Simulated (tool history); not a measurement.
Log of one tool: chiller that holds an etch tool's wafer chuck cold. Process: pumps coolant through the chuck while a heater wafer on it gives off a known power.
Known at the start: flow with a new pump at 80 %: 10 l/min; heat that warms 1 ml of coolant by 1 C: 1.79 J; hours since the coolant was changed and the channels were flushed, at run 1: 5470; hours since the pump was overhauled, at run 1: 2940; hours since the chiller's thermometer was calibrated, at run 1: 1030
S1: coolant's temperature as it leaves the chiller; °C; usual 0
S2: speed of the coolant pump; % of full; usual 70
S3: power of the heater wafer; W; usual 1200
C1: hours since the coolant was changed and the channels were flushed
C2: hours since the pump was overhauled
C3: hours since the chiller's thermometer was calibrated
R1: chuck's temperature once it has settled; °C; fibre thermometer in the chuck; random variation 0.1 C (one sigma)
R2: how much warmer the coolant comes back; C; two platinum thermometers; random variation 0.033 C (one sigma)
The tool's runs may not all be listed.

{"run": 1, "hour": 0.0, "S1": 0, "S2": 70, "S3": 1200, "C1": 5470, "C2": 2940, "C3": 1030, "R1": 17.3, "R2": 4.87}
{"run": 2, "hour": 52.4, "S1": 0, "S2": 70, "S3": 682, "C1": 5523, "C2": 2992, "C3": 1083, "R1": 9.8, "R2": 2.7}
{"run": 3, "hour": 130.0, "S1": 0, "S2": 70, "S3": 1560, "C1": 5600, "C2": 3070, "C3": 1160, "R1": 22.8, "R2": 6.4}
{"run": 4, "hour": 165.1, "S1": 0, "S2": 70, "S3": 1560, "C1": 5635, "C2": 3105, "C3": 1195, "R1": 22.6, "R2": 6.35}
{"run": 5, "hour": 231.1, "S1": 0, "S2": 67, "S3": 1560, "C1": 5701, "C2": 3171, "C3": 1261, "R1": 23.7, "R2": 6.64}
{"run": 6, "hour": 308.5, "S1": 0, "S2": 67, "S3": 1560, "C1": 5779, "C2": 3248, "C3": 1339, "R1": 23.8, "R2": 6.7}
{"run": 7, "hour": 343.1, "S1": 0, "S2": 67, "S3": 1560, "C1": 5813, "C2": 3283, "C3": 1373, "R1": 23.8, "R2": 6.7}
{"run": 8, "hour": 421.2, "S1": 0, "S2": 70, "S3": 1200, "C1": 5892, "C2": 3361, "C3": 1452, "R1": 17.8, "R2": 4.96}
{"run": 9, "hour": 476.4, "S1": 0, "S2": 70, "S3": 1200, "C1": 5947, "C2": 3416, "C3": 1507, "R1": 17.6, "R2": 4.9}
{"run": 10, "hour": 526.7, "S1": 0, "S2": 70, "S3": 1200, "C1": 5997, "C2": 3466, "C3": 1557, "R1": 17.9, "R2": 4.93}
{"run": 11, "hour": 593.2, "S1": 0, "S2": 70, "S3": 1200, "C1": 6064, "C2": 3533, "C3": 1624, "R1": 17.9, "R2": 4.98}
{"run": 12, "hour": 648.3, "S1": 0, "S2": 70, "S3": 1200, "C1": 6119, "C2": 3588, "C3": 1679, "R1": 17.9, "R2": 4.9}
{"run": 13, "hour": 707.0, "S1": 7, "S2": 70, "S3": 1200, "C1": 6177, "C2": 3647, "C3": 1737, "R1": 24.9, "R2": 5.01}
{"run": 14, "hour": 745.8, "S1": 7, "S2": 70, "S3": 1200, "C1": 6216, "C2": 3685, "C3": 1776, "R1": 24.9, "R2": 4.96}
{"run": 15, "hour": 813.7, "S1": 7, "S2": 70, "S3": 1200, "C1": 6284, "C2": 3753, "C3": 1844, "R1": 24.9, "R2": 4.89}
{"run": 16, "hour": 872.9, "S1": 0, "S2": 70, "S3": 1200, "C1": 6343, "C2": 3813, "C3": 1903, "R1": 17.9, "R2": 4.95}
{"run": 17, "hour": 916.6, "S1": 2, "S2": 70, "S3": 968, "C1": 6387, "C2": 3856, "C3": 1947, "R1": 16.6, "R2": 4.01}
{"run": 18, "hour": 965.2, "S1": 5, "S2": 97, "S3": 628, "C1": 6436, "C2": 3905, "C3": 1996, "R1": 12.0, "R2": 1.83}
{"run": 19, "hour": 1011.3, "S1": -8, "S2": 83, "S3": 1034, "C1": 6482, "C2": 3951, "C3": 2042, "R1": 5.4, "R2": 3.58}
{"run": 20, "hour": 1086.9, "S1": 8, "S2": 72, "S3": 1200, "C1": 6557, "C2": 4027, "C3": 2117, "R1": 25.6, "R2": 4.9}
{"run": 21, "hour": 1128.9, "S1": -9, "S2": 70, "S3": 1105, "C1": 6599, "C2": 4069, "C3": 2159, "R1": 7.8, "R2": 4.61}
{"hour": 1151.8, "done": "chiller's thermometer calibrated"}
{"run": 22, "hour": 1168.9, "S1": 9, "S2": 70, "S3": 1200, "C1": 6638, "C2": 4108, "C3": 17, "R1": 27.4, "R2": 5.04}
{"run": 23, "hour": 1224.7, "S1": -4, "S2": 61, "S3": 1200, "C1": 6694, "C2": 4163, "C3": 73, "R1": 16.9, "R2": 5.78}
{"run": 24, "hour": 1282.7, "S1": 0, "S2": 87, "S3": 740, "C1": 6752, "C2": 4221, "C3": 131, "R1": 9.6, "R2": 2.43}
{"run": 25, "hour": 1325.0, "S1": 0, "S2": 87, "S3": 740, "C1": 6794, "C2": 4264, "C3": 173, "R1": 9.4, "R2": 2.47}
{"run": 26, "hour": 1400.4, "S1": 0, "S2": 87, "S3": 740, "C1": 6870, "C2": 4339, "C3": 249, "R1": 9.6, "R2": 2.43}
{"run": 27, "hour": 1480.3, "S1": 0, "S2": 87, "S3": 740, "C1": 6950, "C2": 4419, "C3": 328, "R1": 9.4, "R2": 2.5}
{"run": 28, "hour": 1523.4, "S1": -4, "S2": 64, "S3": 607, "C1": 6993, "C2": 4462, "C3": 372, "R1": 6.3, "R2": 2.81}
{"run": 29, "hour": 1581.9, "S1": 0, "S2": 71, "S3": 1197, "C1": 7051, "C2": 4521, "C3": 430, "R1": 18.3, "R2": 4.93}
{"run": 30, "hour": 1638.0, "S1": 0, "S2": 71, "S3": 1197, "C1": 7107, "C2": 4577, "C3": 486, "R1": 18.4, "R2": 4.94}
{"run": 31, "hour": 1708.3, "S1": -6, "S2": 71, "S3": 1045, "C1": 7178, "C2": 4647, "C3": 556, "R1": 10.1, "R2": 4.32}

Forecast each of these 3 alternatives for the next run:
{"run": "A", "hour": 1779.8, "S1": -1, "S2": 71, "S3": 1045, "C1": 7249, "C2": 4719, "C3": 628, "R1": "?", "R2": "?"}
{"run": "B", "hour": 1779.8, "S1": -7, "S2": 83, "S3": 918, "C1": 7249, "C2": 4719, "C3": 628, "R1": "?", "R2": "?"}
{"run": "C", "hour": 1779.8, "S1": 9, "S2": 69, "S3": 1045, "C1": 7249, "C2": 4719, "C3": 628, "R1": "?", "R2": "?"}

run=A R1=15.2 R2=4.34
run=B R1=5.4 R2=3.20
run=C R1=25.6 R2=4.47
Without the tool's hidden state the same runs would have given:
run=A R1=11.5 R2=3.96
run=B R1=2.5 R2=2.91
run=C R1=21.8 R2=4.08

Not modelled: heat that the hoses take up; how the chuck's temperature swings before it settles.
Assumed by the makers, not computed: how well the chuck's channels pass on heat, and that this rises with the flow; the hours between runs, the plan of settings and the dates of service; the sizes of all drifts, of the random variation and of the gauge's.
